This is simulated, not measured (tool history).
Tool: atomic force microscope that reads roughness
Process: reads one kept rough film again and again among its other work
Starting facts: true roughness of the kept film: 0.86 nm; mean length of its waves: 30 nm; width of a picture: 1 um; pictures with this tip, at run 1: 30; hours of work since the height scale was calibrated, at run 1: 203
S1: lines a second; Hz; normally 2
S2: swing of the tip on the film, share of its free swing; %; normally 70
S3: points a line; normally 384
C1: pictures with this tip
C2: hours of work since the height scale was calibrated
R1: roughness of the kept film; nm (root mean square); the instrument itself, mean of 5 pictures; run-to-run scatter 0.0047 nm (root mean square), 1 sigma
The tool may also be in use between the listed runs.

| run | hour | S1 | S2 | S3 | C1 | C2 | R1 |
|---|---|---|---|---|---|---|---|
| 1 | 0 | 2 | 70 | 384 | 30 | 203 | 0.743 |
| 2 | 13.1 | 2 | 70 | 384 | 43 | 208 | 0.745 |
| 3 | 22.7 | 2 | 88 | 384 | 52 | 212 | 0.645 |
| 4 | 30.1 | 0.74 | 70 | 384 | 59 | 215 | 0.795 |
| 5 | 36 | 2 | 88 | 384 | 64 | 217 | 0.65 |
| 6 | 42.5 | 2 | 88 | 384 | 71 | 220 | 0.647 |
| 7 | 48.1 | 2 | 70 | 384 | 76 | 222 | 0.743 |
| 8 | 54.6 | 2 | 70 | 538 | 82 | 225 | 0.735 |
| 9 | 64.2 | 2 | 70 | 538 | 91 | 229 | 0.74 |
| 10 | 70.9 | 2 | 70 | 538 | 98 | 232 | 0.742 |
| 11 | 81 | 2 | 70 | 379 | 108 | 236 | 0.738 |
| 12 | 88.3 | 1.11 | 70 | 379 | 114 | 239 | 0.762 |
| 13 | 99.7 | 0.74 | 70 | 384 | 125 | 243 | 0.777 |
| 14 | 111.9 | 2 | 70 | 384 | 137 | 248 | 0.734 |
| 15 | 123.6 | 2 | 70 | 384 | 148 | 253 | 0.729 |
| 16 | 136.2 | 2 | 70 | 384 | 160 | 258 | 0.728 |
| 17 | 148.9 | 2.82 | 70 | 384 | 172 | 263 | 0.699 |
| 18 | 154.8 | 2 | 70 | 384 | 178 | 266 | 0.728 |
| 19 | 163.8 | 2.49 | 70 | 384 | 187 | 270 | 0.717 |
| 20 | 171.9 | 2.49 | 70 | 384 | 194 | 273 | 0.71 |
| 21 | 177.8 | 2.49 | 70 | 384 | 200 | 275 | 0.707 |
| 22 | 190.4 | 2.49 | 70 | 384 | 212 | 280 | 0.704 |
|  | 192.4 | height scale calibrated on a step standard |
| 23 | 199.2 | 2.49 | 70 | 384 | 220 | 3 | 0.708 |
| 24 | 213.1 | 2.49 | 84 | 595 | 233 | 8 | 0.639 |
| 25 | 226.7 | 2.49 | 84 | 595 | 246 | 14 | 0.63 |
| 26 | 233.8 | 2.77 | 57 | 595 | 253 | 17 | 0.742 |
| 27 | 243.3 | 2.96 | 87 | 560 | 262 | 21 | 0.585 |
| 28 | 251.7 | 2.96 | 87 | 560 | 270 | 24 | 0.583 |
| 29 | 261.9 | 1.28 | 61 | 673 | 279 | 28 | 0.764 |
| 30 | 269.2 | 1.15 | 87 | 730 | 286 | 31 | 0.698 |
|  | 272.8 | height scale calibrated on a step standard, once more |
| 31 | 277.3 | 1.89 | 83 | 533 | 293 | 2 | 0.665 |
| 32 | 285.2 | 0.87 | 57 | 364 | 301 | 5 | 0.771 |
| 33 | 291.7 | 0.87 | 57 | 364 | 307 | 8 | 0.788 |
| 34 | 302.1 | 1.17 | 73 | 897 | 317 | 12 | 0.75 |
| 35 | 315.5 | 0.94 | 64 | 709 | 330 | 17 | 0.763 |
| 36 | 322.2 | 2 | 90 | 384 | 336 | 20 | 0.616 |
| 37 | 331 | 2 | 76 | 384 | 345 | 24 | 0.689 |
| 38 | 338.2 | 2 | 89 | 384 | 351 | 27 | 0.613 |
|  | 348.4 | new tip fitted |
| 39 | 350.5 | 2 | 63 | 323 | 2 | 32 | 0.776 |
| 40 | 356.8 | 2 | 63 | 323 | 8 | 34 | 0.774 |
| 41 | 363.2 | 1.26 | 60 | 287 | 14 | 37 | 0.794 |
| 42 | 370.5 | 1.03 | 76 | 485 | 21 | 40 | 0.77 |
| 43 | 378.7 | 0.89 | 62 | 541 | 29 | 43 | 0.807 |

Hidden condition of the tool, last listed run before each entry between runs versus first listed run after:
Logged between run 22 and run 23: height scale calibrated on a step standard (hour 192.4)
  radius of the tip, nm: 16.6 -> 16.9; height scale over the true one, %: -0.07 -> -0.1
  measured value less the no-hidden-state value, R1: -0.025 -> -0.026 nm (root mean square)
Logged between run 30 and run 31: height scale calibrated on a step standard, once more (hour 272.8)
  radius of the tip, nm: 19.7 -> 20; height scale over the true one, %: -0.12 -> 0.08
  measured value less the no-hidden-state value, R1: -0.033 -> -0.032 nm (root mean square)
Logged between run 38 and run 39: new tip fitted (hour 348.4)
  radius of the tip, nm: 22.3 -> 7.7; height scale over the true one, %: 0.07 -> 0.06
  measured value less the no-hidden-state value, R1: -0.035 -> -0.001 nm (root mean square)
